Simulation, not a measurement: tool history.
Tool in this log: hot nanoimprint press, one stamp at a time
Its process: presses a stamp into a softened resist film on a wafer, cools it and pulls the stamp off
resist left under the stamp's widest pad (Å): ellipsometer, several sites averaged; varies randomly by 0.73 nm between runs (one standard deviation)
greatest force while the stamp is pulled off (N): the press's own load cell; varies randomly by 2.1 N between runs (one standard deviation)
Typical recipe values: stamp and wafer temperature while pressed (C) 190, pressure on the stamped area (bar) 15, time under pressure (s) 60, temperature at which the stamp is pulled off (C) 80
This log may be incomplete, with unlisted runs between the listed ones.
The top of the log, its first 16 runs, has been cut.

run	hour	stamp and wafer temperature while pressed (C)	pressure on the stamped area (bar)	time under pressure (s)	temperature at which the stamp is pulled off (C)	resist left under the stamp's widest pad (Å)	greatest force while the stamp is pulled off (N)
17	287.6	190	15	60	80	1884	154
18	308.4	190	15	60	80	1884	152
19	322.9	194	20.2	91	75	1170	172
20	341.6	194	20.2	91	75	1161	169
21	359	196	12.3	58	75	1676	171
22	374.3	195	11.8	31	88	2188	124
23	388.9	195	11.8	31	88	2199	126
24	411.9	195	11.8	31	88	2182	121
25	428.5	195	11.8	31	88	2204	123
26	453.4	198	9.2	71	88	1725	125
27	464.1	198	9.2	71	88	1725	123
28	475.4	184	9.2	71	88	2825	124
# hour 502.1: stamp cleaned and given a new release coat
29	505.4	190	15	100	79	1606	152
30	523.3	183	15.6	61	87	2433	126

Alternative continuations, all from the tool just after run 30; predict every row:
A	541.7	190	15.2	51	85	?	?
B	541.7	178	23.4	60	66	?	?
C	541.7	183	15.6	31	82	?	?
D	541.7	190	19.6	60	66	?	?

run	resist left under the stamp's widest pad (Å)	greatest force while the stamp is pulled off (N)
A	1990	133
B	2488	202
C	2904	149
D	1648	201
With the hidden condition removed and each run's random variation left untouched, the same runs would have given:
run	resist left under the stamp's widest pad (Å)	greatest force while the stamp is pulled off (N)
A	1959	133
B	2448	203
C	2858	149
D	1622	201
